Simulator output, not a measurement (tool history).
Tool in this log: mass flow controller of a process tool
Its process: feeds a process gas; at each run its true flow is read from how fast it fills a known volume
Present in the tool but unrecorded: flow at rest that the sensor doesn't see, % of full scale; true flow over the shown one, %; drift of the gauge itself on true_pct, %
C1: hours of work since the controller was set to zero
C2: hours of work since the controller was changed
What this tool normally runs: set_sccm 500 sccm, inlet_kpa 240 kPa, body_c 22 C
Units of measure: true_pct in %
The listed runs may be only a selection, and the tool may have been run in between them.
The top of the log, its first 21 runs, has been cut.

run 22 hour=8611.4 | set_sccm=500 inlet_kpa=240 body_c=22 | C1=3407 C2=3407 | true_pct=100.99
run 23 hour=8975.7 | set_sccm=582 inlet_kpa=240 body_c=22 | C1=3653 C2=3653 | true_pct=101.23
run 24 hour=9344.7 | set_sccm=636 inlet_kpa=145 body_c=40 | C1=3903 C2=3903 | true_pct=102.37
run 25 hour=9892.0 | set_sccm=120 inlet_kpa=240 body_c=32 | C1=4272 C2=4272 | true_pct=107.77
run 26 hour=10268.7 | set_sccm=454 inlet_kpa=240 body_c=29 | C1=4527 C2=4527 | true_pct=102.65
run 27 hour=10794.0 | set_sccm=209 inlet_kpa=240 body_c=35 | C1=4882 C2=4882 | true_pct=105.64
run 28 hour=11097.8 | set_sccm=500 inlet_kpa=164 body_c=22 | C1=5087 C2=5087 | true_pct=101.78
run 29 hour=11578.0 | set_sccm=500 inlet_kpa=164 body_c=37 | C1=5411 C2=5411 | true_pct=103.39
-- hour=11699.3 controller's zero set anew
run 30 hour=11816.5 | set_sccm=601 inlet_kpa=164 body_c=38 | C1=79 C2=5572 | true_pct=101.40
run 31 hour=12395.7 | set_sccm=500 inlet_kpa=240 body_c=20 | C1=470 C2=5963 | true_pct=100.24
run 32 hour=12806.8 | set_sccm=518 inlet_kpa=225 body_c=20 | C1=748 C2=6241 | true_pct=100.38
run 33 hour=13053.2 | set_sccm=500 inlet_kpa=247 body_c=22 | C1=915 C2=6407 | true_pct=100.83
run 34 hour=13531.4 | set_sccm=871 inlet_kpa=240 body_c=22 | C1=1238 C2=6730 | true_pct=101.63
run 35 hour=13985.4 | set_sccm=500 inlet_kpa=240 body_c=34 | C1=1544 C2=7037 | true_pct=102.24
run 36 hour=14489.1 | set_sccm=500 inlet_kpa=240 body_c=34 | C1=1885 C2=7377 | true_pct=102.56
run 37 hour=15053.6 | set_sccm=500 inlet_kpa=240 body_c=34 | C1=2266 C2=7759 | true_pct=102.79
run 38 hour=15558.6 | set_sccm=216 inlet_kpa=165 body_c=22 | C1=2607 C2=8100 | true_pct=102.37
run 39 hour=15976.7 | set_sccm=365 inlet_kpa=165 body_c=22 | C1=2889 C2=8382 | true_pct=101.88
run 40 hour=16422.0 | set_sccm=365 inlet_kpa=165 body_c=22 | C1=3190 C2=8683 | true_pct=101.99
run 41 hour=16864.4 | set_sccm=500 inlet_kpa=195 body_c=33 | C1=3489 C2=8982 | true_pct=103.21
run 42 hour=17236.9 | set_sccm=500 inlet_kpa=150 body_c=24 | C1=3741 C2=9234 | true_pct=102.56
run 43 hour=17820.3 | set_sccm=500 inlet_kpa=150 body_c=24 | C1=4135 C2=9628 | true_pct=102.59
run 44 hour=18127.5 | set_sccm=131 inlet_kpa=150 body_c=34 | C1=4342 C2=9835 | true_pct=108.26
run 45 hour=18447.7 | set_sccm=355 inlet_kpa=240 body_c=22 | C1=4559 C2=10051 | true_pct=103.91
run 46 hour=19021.3 | set_sccm=500 inlet_kpa=222 body_c=25 | C1=4946 C2=10439 | true_pct=103.69

What if the next run were any one of these 3? Each begins from the tool's condition after run 46:
run A hour=19266.3 | set_sccm=101 inlet_kpa=222 body_c=25 | C1=5112 C2=10604 | true_pct=?
run B hour=19266.3 | set_sccm=515 inlet_kpa=223 body_c=28 | C1=5112 C2=10604 | true_pct=?
run C hour=19266.3 | set_sccm=243 inlet_kpa=177 body_c=35 | C1=5112 C2=10604 | true_pct=?

run=A true_pct=112.08
run=B true_pct=104.15
run=C true_pct=106.21
Without the tool's hidden state the same runs would have given:
run=A true_pct=97.94
run=B true_pct=99.26
run=C true_pct=98.80
